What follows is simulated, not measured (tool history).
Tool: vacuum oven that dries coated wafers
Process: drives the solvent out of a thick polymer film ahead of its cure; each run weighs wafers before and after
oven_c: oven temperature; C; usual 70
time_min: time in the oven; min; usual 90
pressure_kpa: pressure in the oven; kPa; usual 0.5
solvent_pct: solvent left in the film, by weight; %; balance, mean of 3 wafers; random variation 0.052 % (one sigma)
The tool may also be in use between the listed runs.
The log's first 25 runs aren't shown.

run,hour,oven_c,time_min,pressure_kpa,hours of work since the thermocouples were calibrated,hours of work since the vacuum gauge was cleaned of residue,solvent_pct
26,712.1,70,47,0.5,203,67,2.88
27,729,56,49,0.581,214,78,7.49
28,756.2,70,142,0.564,231,95,1.18
29,781.7,77,51,0.726,247,111,1.63
30,813.6,77,51,0.726,268,132,1.64
31,848.1,61,90,1.313,290,154,5.32
32,875,61,90,0.313,307,171,2.84
33,906.5,61,90,0.313,327,191,2.79
34,931.3,80,90,0.255,343,207,0.46
35,971.1,80,138,0.255,368,232,0.33
36,988.8,61,54,0.5,379,243,5.24
37,1007.5,73,140,0.473,391,255,0.9
38,1025.5,73,140,0.473,403,267,0.96
39,1042.7,66,75,1.215,414,278,4.05
40,1062.2,58,90,0.908,426,290,5.32
41,1089.1,58,90,0.908,443,307,5.35
42,1119.9,58,65,0.619,463,327,5.82
43,1142.3,58,65,0.619,477,341,5.77
44,1167.3,58,63,0.814,493,357,6.3
45,1198.1,58,63,0.814,512,376,6.33
46,1234.8,58,63,0.814,536,400,6.23

Forecast each of these 4 alternatives for the next run:
A,1267.5,58,63,0.37,557,421,?
B,1267.5,68,63,0.84,557,421,?
C,1267.5,63,65,0.655,557,421,?
D,1267.5,84,52,0.5,557,421,?

run,solvent_pct
A,5.27
B,3.19
C,4.16
D,0.83
Without the tool's hidden state the same runs would have given:
run,solvent_pct
A,5.52
B,3.37
C,4.39
D,0.77
